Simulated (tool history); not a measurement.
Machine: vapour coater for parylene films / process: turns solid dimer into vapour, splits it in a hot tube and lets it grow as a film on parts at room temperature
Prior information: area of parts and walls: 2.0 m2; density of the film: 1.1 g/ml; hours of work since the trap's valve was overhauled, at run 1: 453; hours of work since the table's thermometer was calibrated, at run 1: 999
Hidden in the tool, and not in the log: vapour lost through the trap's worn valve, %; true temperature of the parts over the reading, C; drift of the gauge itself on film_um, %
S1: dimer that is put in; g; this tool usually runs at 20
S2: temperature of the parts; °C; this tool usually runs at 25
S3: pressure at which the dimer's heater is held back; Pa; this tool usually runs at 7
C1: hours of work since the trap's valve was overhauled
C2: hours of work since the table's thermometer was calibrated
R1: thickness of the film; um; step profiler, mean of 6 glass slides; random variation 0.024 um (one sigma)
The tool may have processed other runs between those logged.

Run 1, hour 0: usual settings; C1 453; C2 999. Result: R1 3.93 um.
Run 2, hour 42.9: usual settings; C1 491; C2 1036. Result: R1 3.95 um.
Run 3, hour 93.5: usual settings; C1 535; C2 1080. Result: R1 3.97 um.
Run 4, hour 169.9: usual settings; C1 601; C2 1147. Result: R1 3.99 um.
Run 5, hour 217.1: usual settings; C1 642; C2 1188. Result: R1 3.96 um.
At hour 230: trap's valve overhauled.
Run 6, hour 253: usual settings; C1 20; C2 1215. Result: R1 3.98 um.
Run 7, hour 303: usual settings but S2 18 °C; C1 63; C2 1259. Result: R1 5.43 um.
Run 8, hour 358.3: usual settings but S1 9 g, S2 30 °C, S3 5.52 Pa; C1 111; C2 1307. Result: R1 1.47 um.
Run 9, hour 412.2: usual settings but S1 9 g, S2 17 °C; C1 158; C2 1354. Result: R1 2.54 um.
Run 10, hour 443.1: usual settings but S1 9 g, S2 17 °C; C1 185; C2 1381. Result: R1 2.56 um.
Run 11, hour 504.4: usual settings but S1 30 g, S3 4.96 Pa; C1 239; C2 1434. Result: R1 6.28 um.
Run 12, hour 550: usual settings but S2 33 °C, S3 10.37 Pa; C1 278; C2 1474. Result: R1 2.66 um.
Run 13, hour 583.1: usual settings but S1 9 g, S2 20 °C, S3 2.99 Pa; C1 307; C2 1502. Result: R1 2.49 um.

Predict each of these 5 candidate next runs independently; none follows another, all start after run 13:
Run A, hour 640.6: usual settings but S3 3.14 Pa; C1 357; C2 1552. Result: R1 ?.
Run B, hour 640.6: usual settings but S1 15 g; C1 357; C2 1552. Result: R1 ?.
Run C, hour 640.6: usual settings but S1 10 g, S2 26 °C, S3 4.33 Pa; C1 357; C2 1552. Result: R1 ?.
Run D, hour 640.6: usual settings but S1 17 g, S2 29 °C, S3 10.7 Pa; C1 357; C2 1552. Result: R1 ?.
Run E, hour 640.6: usual settings but S1 12 g, S2 18 °C; C1 357; C2 1552. Result: R1 ?.

run    R1
  A  4.46
  B  2.98
  C  2.06
  D  2.68
  E  3.28
With the hidden condition removed and each run's random variation left untouched, the same runs would have given:
run    R1
  A  4.43
  B  2.96
  C  2.04
  D  2.66
  E  3.25
